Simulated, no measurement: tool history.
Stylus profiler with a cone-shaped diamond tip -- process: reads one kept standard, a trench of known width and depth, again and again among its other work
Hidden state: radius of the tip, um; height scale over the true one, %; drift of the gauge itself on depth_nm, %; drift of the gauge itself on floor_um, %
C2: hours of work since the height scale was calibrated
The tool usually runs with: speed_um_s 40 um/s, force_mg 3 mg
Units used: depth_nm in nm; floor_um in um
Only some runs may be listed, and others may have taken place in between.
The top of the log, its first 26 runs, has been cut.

run 27 hour=268.2 | speed_um_s=98 force_mg=8.96 | scans_with_this_tip=2359 C2=301 | depth_nm=1019.71 floor_um=93.47
run 28 hour=278.9 | speed_um_s=23 force_mg=2.61 | scans_with_this_tip=2395 C2=305 | depth_nm=1009.28 floor_um=93.53
run 29 hour=293.2 | speed_um_s=41 force_mg=1.8 | scans_with_this_tip=2444 C2=311 | depth_nm=1007.27 floor_um=93.46
run 30 hour=305 | speed_um_s=58 force_mg=1.69 | scans_with_this_tip=2485 C2=317 | depth_nm=1006.93 floor_um=93.39
run 31 hour=313.8 | speed_um_s=19 force_mg=2.77 | scans_with_this_tip=2515 C2=320 | depth_nm=1009.97 floor_um=93.53
run 32 hour=320.5 | speed_um_s=15 force_mg=3.51 | scans_with_this_tip=2538 C2=323 | depth_nm=1011.03 floor_um=93.54
run 33 hour=330.8 | speed_um_s=138 force_mg=4.66 | scans_with_this_tip=2573 C2=328 | depth_nm=1013.28 floor_um=93.31
run 34 hour=344.3 | speed_um_s=138 force_mg=4.66 | scans_with_this_tip=2619 C2=334 | depth_nm=1013.28 floor_um=93.32
run 35 hour=351.6 | speed_um_s=138 force_mg=4.66 | scans_with_this_tip=2644 C2=337 | depth_nm=1013.35 floor_um=93.36
run 36 hour=358.7 | speed_um_s=138 force_mg=4.66 | scans_with_this_tip=2669 C2=340 | depth_nm=1013.24 floor_um=93.34
run 37 hour=365.5 | speed_um_s=11 force_mg=3.9 | scans_with_this_tip=2692 C2=343 | depth_nm=1011.74 floor_um=93.53
run 38 hour=378.9 | speed_um_s=91 force_mg=1.02 | scans_with_this_tip=2738 C2=349 | depth_nm=1005.35 floor_um=93.18
run 39 hour=387.1 | speed_um_s=90 force_mg=3.64 | scans_with_this_tip=2766 C2=352 | depth_nm=1011.21 floor_um=93.39
run 40 hour=397 | speed_um_s=20 force_mg=3.12 | scans_with_this_tip=2800 C2=357 | depth_nm=1010.58 floor_um=93.45
run 41 hour=411.9 | speed_um_s=20 force_mg=3.12 | scans_with_this_tip=2851 C2=363 | depth_nm=1010.25 floor_um=93.51
run 42 hour=423.1 | speed_um_s=20 force_mg=3.12 | scans_with_this_tip=2889 C2=368 | depth_nm=1010.28 floor_um=93.42
run 43 hour=431.2 | speed_um_s=71 force_mg=1.05 | scans_with_this_tip=2917 C2=372 | depth_nm=1005.28 floor_um=93.23
run 44 hour=445.1 | speed_um_s=71 force_mg=1.05 | scans_with_this_tip=2965 C2=378 | depth_nm=1005.9 floor_um=93.28
run 45 hour=452.9 | speed_um_s=93 force_mg=4.73 | scans_with_this_tip=2992 C2=381 | depth_nm=1013.31 floor_um=93.3
run 46 hour=462.9 | speed_um_s=137 force_mg=4.28 | scans_with_this_tip=3026 C2=386 | depth_nm=1012.39 floor_um=93.2
run 47 hour=476.3 | speed_um_s=137 force_mg=4.28 | scans_with_this_tip=3072 C2=391 | depth_nm=1012.56 floor_um=93.24

Branching from run 47: 4 alternative next runs. What would each branch give?
run A hour=486 | speed_um_s=24 force_mg=8.28 | scans_with_this_tip=3105 C2=396 | depth_nm=? floor_um=?
run B hour=486 | speed_um_s=59 force_mg=4.28 | scans_with_this_tip=3105 C2=396 | depth_nm=? floor_um=?
run C hour=486 | speed_um_s=137 force_mg=3.12 | scans_with_this_tip=3105 C2=396 | depth_nm=? floor_um=?
run D hour=486 | speed_um_s=12 force_mg=6.16 | scans_with_this_tip=3105 C2=396 | depth_nm=? floor_um=?

run=A depth_nm=1019.03 floor_um=93.42
run=B depth_nm=1012.68 floor_um=93.42
run=C depth_nm=1010.47 floor_um=93.22
run=D depth_nm=1016.23 floor_um=93.43
Without the tool's hidden state the same runs would have given:
run=A depth_nm=1017.83 floor_um=93.97
run=B depth_nm=1011.48 floor_um=93.96
run=C depth_nm=1009.27 floor_um=93.76
run=D depth_nm=1015.03 floor_um=93.97
